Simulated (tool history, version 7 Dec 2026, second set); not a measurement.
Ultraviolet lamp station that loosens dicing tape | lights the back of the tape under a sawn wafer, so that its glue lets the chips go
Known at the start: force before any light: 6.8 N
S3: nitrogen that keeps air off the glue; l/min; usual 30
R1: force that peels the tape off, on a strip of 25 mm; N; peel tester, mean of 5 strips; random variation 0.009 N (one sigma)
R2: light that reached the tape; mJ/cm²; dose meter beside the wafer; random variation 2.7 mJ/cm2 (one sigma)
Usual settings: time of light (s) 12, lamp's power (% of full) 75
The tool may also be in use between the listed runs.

{"run": 1, "hour": 0.0, "time of light (s)": 12, "lamp's power (% of full)": 75, "S3": 30, "R1": 0.533, "R2": 307}
{"run": 2, "hour": 88.4, "time of light (s)": 12, "lamp's power (% of full)": 75, "S3": 30, "R1": 0.601, "R2": 285}
{"run": 3, "hour": 177.0, "time of light (s)": 12, "lamp's power (% of full)": 75, "S3": 30, "R1": 0.673, "R2": 271}
{"hour": 194.6, "done": "window cleaned of glue's vapour"}
{"run": 4, "hour": 235.9, "time of light (s)": 12, "lamp's power (% of full)": 72, "S3": 30, "R1": 0.712, "R2": 265}
{"run": 5, "hour": 300.9, "time of light (s)": 12, "lamp's power (% of full)": 75, "S3": 30, "R1": 0.727, "R2": 265}
{"run": 6, "hour": 382.7, "time of light (s)": 9, "lamp's power (% of full)": 75, "S3": 30, "R1": 1.277, "R2": 183}
{"run": 7, "hour": 461.7, "time of light (s)": 9, "lamp's power (% of full)": 75, "S3": 30, "R1": 1.399, "R2": 174}
{"hour": 487.7, "done": "window cleaned of glue's vapour"}
{"run": 8, "hour": 513.7, "time of light (s)": 12, "lamp's power (% of full)": 75, "S3": 30, "R1": 0.867, "R2": 238}
{"run": 9, "hour": 588.0, "time of light (s)": 12, "lamp's power (% of full)": 75, "S3": 30, "R1": 0.94, "R2": 226}
{"run": 10, "hour": 648.8, "time of light (s)": 12, "lamp's power (% of full)": 75, "S3": 30, "R1": 1.056, "R2": 215}
{"run": 11, "hour": 727.4, "time of light (s)": 12, "lamp's power (% of full)": 75, "S3": 30, "R1": 1.161, "R2": 203}
{"hour": 766.9, "done": "lamp changed"}
{"hour": 777.0, "done": "window cleaned of glue's vapour"}
{"run": 12, "hour": 783.5, "time of light (s)": 12, "lamp's power (% of full)": 75, "S3": 30, "R1": 0.372, "R2": 358}
{"run": 13, "hour": 843.7, "time of light (s)": 12, "lamp's power (% of full)": 75, "S3": 30, "R1": 0.434, "R2": 351}
{"run": 14, "hour": 916.2, "time of light (s)": 11, "lamp's power (% of full)": 75, "S3": 30, "R1": 0.526, "R2": 312}
{"run": 15, "hour": 1001.7, "time of light (s)": 11, "lamp's power (% of full)": 67, "S3": 24, "R1": 0.832, "R2": 266}
{"hour": 1065.1, "done": "window cleaned of glue's vapour"}
{"run": 16, "hour": 1077.9, "time of light (s)": 12, "lamp's power (% of full)": 92, "S3": 9, "R1": 0.816, "R2": 393}
{"run": 17, "hour": 1173.7, "time of light (s)": 6, "lamp's power (% of full)": 73, "S3": 16, "R1": 2.397, "R2": 147}
{"run": 18, "hour": 1253.4, "time of light (s)": 6, "lamp's power (% of full)": 73, "S3": 20, "R1": 2.327, "R2": 136}
{"run": 19, "hour": 1335.0, "time of light (s)": 11, "lamp's power (% of full)": 74, "S3": 26, "R1": 0.87, "R2": 247}
{"hour": 1358.5, "done": "window cleaned of glue's vapour"}
{"run": 20, "hour": 1424.1, "time of light (s)": 11, "lamp's power (% of full)": 74, "S3": 26, "R1": 0.874, "R2": 248}
{"run": 21, "hour": 1502.0, "time of light (s)": 10, "lamp's power (% of full)": 88, "S3": 30, "R1": 0.797, "R2": 256}
{"run": 22, "hour": 1570.7, "time of light (s)": 10, "lamp's power (% of full)": 88, "S3": 30, "R1": 0.887, "R2": 241}
{"run": 23, "hour": 1613.3, "time of light (s)": 8, "lamp's power (% of full)": 88, "S3": 17, "R1": 1.761, "R2": 190}
{"hour": 1646.7, "done": "window cleaned of glue's vapour"}
{"run": 24, "hour": 1679.6, "time of light (s)": 8, "lamp's power (% of full)": 88, "S3": 17, "R1": 1.705, "R2": 184}
{"run": 25, "hour": 1720.5, "time of light (s)": 8, "lamp's power (% of full)": 88, "S3": 17, "R1": 1.97, "R2": 184}
{"run": 26, "hour": 1765.8, "time of light (s)": 12, "lamp's power (% of full)": 68, "S3": 30, "R1": 1.159, "R2": 202}
{"run": 27, "hour": 1848.8, "time of light (s)": 10, "lamp's power (% of full)": 76, "S3": 40, "R1": 1.221, "R2": 177}

Forecast each of these 4 alternatives for the next run:
{"hour": 1936.4, "done": "window cleaned of glue's vapour"}
{"run": "A", "hour": 1936.8, "time of light (s)": 10, "lamp's power (% of full)": 76, "S3": 11, "R1": "?", "R2": "?"}
{"hour": 1936.4, "done": "window cleaned of glue's vapour"}
{"run": "B", "hour": 1936.8, "time of light (s)": 11, "lamp's power (% of full)": 76, "S3": 15, "R1": "?", "R2": "?"}
{"hour": 1936.4, "done": "window cleaned of glue's vapour"}
{"run": "C", "hour": 1936.8, "time of light (s)": 7, "lamp's power (% of full)": 72, "S3": 9, "R1": "?", "R2": "?"}
{"hour": 1936.4, "done": "window cleaned of glue's vapour"}
{"run": "D", "hour": 1936.8, "time of light (s)": 12, "lamp's power (% of full)": 75, "S3": 23, "R1": "?", "R2": "?"}

run=A R1=2.34 R2=172
run=B R1=1.877 R2=188
run=C R1=3.639 R2=115
run=D R1=1.307 R2=200
Without the tool's hidden state the same runs would have given:
run=A R1=1.064 R2=310
run=B R1=0.74 R2=340
run=C R1=2.187 R2=206
run=D R1=0.453 R2=362
